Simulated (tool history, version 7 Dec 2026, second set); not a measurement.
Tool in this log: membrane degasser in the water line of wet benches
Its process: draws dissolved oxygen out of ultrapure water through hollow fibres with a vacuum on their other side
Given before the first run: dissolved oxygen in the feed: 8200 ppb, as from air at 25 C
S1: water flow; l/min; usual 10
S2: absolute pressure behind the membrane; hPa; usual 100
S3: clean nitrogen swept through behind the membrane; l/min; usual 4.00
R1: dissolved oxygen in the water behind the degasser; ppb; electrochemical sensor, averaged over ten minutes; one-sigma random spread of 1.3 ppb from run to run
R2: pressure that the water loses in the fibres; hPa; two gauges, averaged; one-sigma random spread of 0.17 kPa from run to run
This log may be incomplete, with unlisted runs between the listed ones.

run,hour,S1,S2,S3,R1,R2
1,0.0,10,100,4.00,122.1,460.2
2,45.9,10,100,4.00,126.9,461.2
3,73.5,10,100,4.00,123.8,459.3
4,100.1,8,100,4.00,75.5,368.8
5,135.6,15,100,4.00,296.9,689.9
6,158.9,15,100,4.00,294.7,691.1
7,204.5,15,100,4.00,297.5,686.5
8,249.3,10,100,4.00,127.5,456.7
9,296.6,10,100,4.00,126.5,459.7
10,329.2,10,100,4.00,124.0,460.5
11,383.9,10,100,3.80,129.0,461.7
12,429.8,10,174,4.00,173.1,460.8
13,460.3,10,174,4.00,171.9,460.8
14,514.2,10,174,4.00,172.3,461.0
15,568.3,10,75,4.00,110.3,463.0
16,616.3,7,192,4.00,98.3,320.4
17,654.0,12,100,9.32,161.0,555.8
18,696.9,13,126,8.26,209.4,598.6
19,740.8,11,100,5.37,146.2,506.8
20,795.9,12,75,5.37,160.6,555.5
21,837.6,12,189,2.76,301.4,554.0
22,868.4,7,230,10.36,61.6,324.1
23,921.0,6,63,4.00,28.3,278.1
24,971.4,10,222,9.60,134.9,461.5

Alternative continuations, all from the tool just after run 24; predict every row:
A,1003.5,10,244,5.60,?,?
B,1003.5,8,249,4.84,?,?
C,1003.5,10,100,8.65,?,?
D,1003.5,8,139,3.61,?,?

run,R1,R2
A,180.5,461.3
B,133.3,367.7
C,106.1,461.5
D,104.0,367.6
Take away the tool's hidden state, keep each run's random variation, and the runs would have read:
run,R1,R2
A,173.4,455.7
B,127.7,363.3
C,100.7,455.9
D,99.2,363.1
